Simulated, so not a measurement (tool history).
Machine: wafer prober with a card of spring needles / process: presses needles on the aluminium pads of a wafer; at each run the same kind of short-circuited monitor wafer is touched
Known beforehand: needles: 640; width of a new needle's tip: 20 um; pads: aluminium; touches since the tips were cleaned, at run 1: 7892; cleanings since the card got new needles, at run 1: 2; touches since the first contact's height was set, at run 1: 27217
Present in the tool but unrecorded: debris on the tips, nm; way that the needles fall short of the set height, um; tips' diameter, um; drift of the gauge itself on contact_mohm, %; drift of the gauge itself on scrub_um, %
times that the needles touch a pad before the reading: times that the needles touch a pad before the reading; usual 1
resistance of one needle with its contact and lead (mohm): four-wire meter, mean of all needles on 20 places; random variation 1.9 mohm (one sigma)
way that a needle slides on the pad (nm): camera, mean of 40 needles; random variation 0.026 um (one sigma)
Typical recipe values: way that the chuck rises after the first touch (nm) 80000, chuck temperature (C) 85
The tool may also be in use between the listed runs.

run,hour,way that the chuck rises after the first touch (nm),chuck temperature (C),times that the needles touch a pad before the reading,touches since the tips were cleaned,cleanings since the card got new needles,touches since the first contact's height was set,resistance of one needle with its contact and lead (mohm),way that a needle slides on the pad (nm)
1,0,80000,85,1,7892,2,27217,201,15640
# hour 4.7: tips cleaned on abrasive film
2,13.6,80000,85,1,2004,3,30243,203,15670
3,24.8,80000,85,1,4514,3,32753,198,15650
# hour 43.8: tips cleaned on abrasive film
4,43.8,80000,85,1,0,4,36984,199,15700
5,64.2,80000,85,1,4553,4,41537,198,15710
6,82,80000,85,1,8535,4,45519,199,15650
# hour 84: tips cleaned on abrasive film
7,102.7,80000,85,1,4198,5,50141,203,15690
8,112.1,80000,85,1,6289,5,52232,200,15670
# hour 123.4: tips cleaned on abrasive film
9,127,80000,85,1,797,6,55542,201,15650
10,140.9,80000,85,1,3912,6,58657,198,15610
11,153.7,80000,85,1,6779,6,61524,196,15660
# hour 163.4: tips cleaned on abrasive film
12,171.6,80000,85,1,1830,7,65514,200,15650
13,181.7,80000,85,1,4085,7,67769,197,15630
14,197.7,80000,85,1,7666,7,71350,197,15640
# hour 203: tips cleaned on abrasive film
15,209,80000,85,1,1338,8,73851,196,15640
16,223,79000,85,1,4483,8,76996,201,15450
17,241.4,79000,85,1,8587,8,81100,199,15450
# hour 242.9: tips cleaned on abrasive film
18,252.7,79000,85,1,2204,9,83622,202,15490
19,268.3,80000,35,2,5701,9,87119,188,15690
# hour 282: tips cleaned on abrasive film
20,284.3,71000,44,1,494,10,90657,192,13850
21,295.3,64000,36,1,2976,10,93139,194,12510
22,305.9,64000,36,1,5328,10,95491,189,12540
23,319.7,64000,36,1,8437,10,98600,193,12520
# hour 321.4: tips cleaned on abrasive film
24,331.5,64000,36,1,2267,11,101216,191,12550
25,343.1,64000,36,1,4866,11,103815,194,12530
26,359.3,64000,85,1,8493,11,107442,203,12540
# hour 360.4: tips cleaned on abrasive film
27,373.8,86000,40,1,2983,12,110645,187,16860
28,382.3,75000,40,1,4901,12,112563,189,14670
29,392.8,78000,46,2,7240,12,114902,193,15290
# hour 400.1: tips cleaned on abrasive film
30,406.7,78000,46,2,1467,13,117992,190,15290
31,417.2,65000,85,1,3809,13,120334,201,12730
32,433.8,80000,85,2,7525,13,124050,199,15670
# hour 440.4: tips cleaned on abrasive film
33,442.6,80000,85,2,493,14,126012,203,15710

Hidden condition of the tool, last listed run before each entry between runs versus first listed run after:
Logged between run 1 and run 2: tips cleaned on abrasive film (hour 4.7)
  debris on the tips, nm: 0.9 -> 0.4
Logged between run 3 and run 4: tips cleaned on abrasive film (hour 43.8)
  debris on the tips, nm: 0.7 -> 0.1
Logged between run 6 and run 7: tips cleaned on abrasive film (hour 84)
  debris on the tips, nm: 1 -> 0.7
Logged between run 8 and run 9: tips cleaned on abrasive film (hour 123.4)
  debris on the tips, nm: 0.9 -> 0.3
Logged between run 11 and run 12: tips cleaned on abrasive film (hour 163.4)
  debris on the tips, nm: 0.9 -> 0.4
Logged between run 14 and run 15: tips cleaned on abrasive film (hour 203)
  debris on the tips, nm: 1 -> 0.3
Logged between run 17 and run 18: tips cleaned on abrasive film (hour 242.9)
  debris on the tips, nm: 1 -> 0.5
Logged between run 19 and run 20: tips cleaned on abrasive film (hour 282)
  debris on the tips, nm: 0.8 -> 0.2
Logged between run 23 and run 24: tips cleaned on abrasive film (hour 321.4)
  debris on the tips, nm: 1 -> 0.5
Logged between run 26 and run 27: tips cleaned on abrasive film (hour 360.4)
  debris on the tips, nm: 1 -> 0.6; way that the needles fall short of the set height, um: 0 -> 0.01
Logged between run 29 and run 30: tips cleaned on abrasive film (hour 400.1)
  debris on the tips, nm: 0.9 -> 0.4
Logged between run 32 and run 33: tips cleaned on abrasive film (hour 440.4)
  debris on the tips, nm: 1 -> 0.2
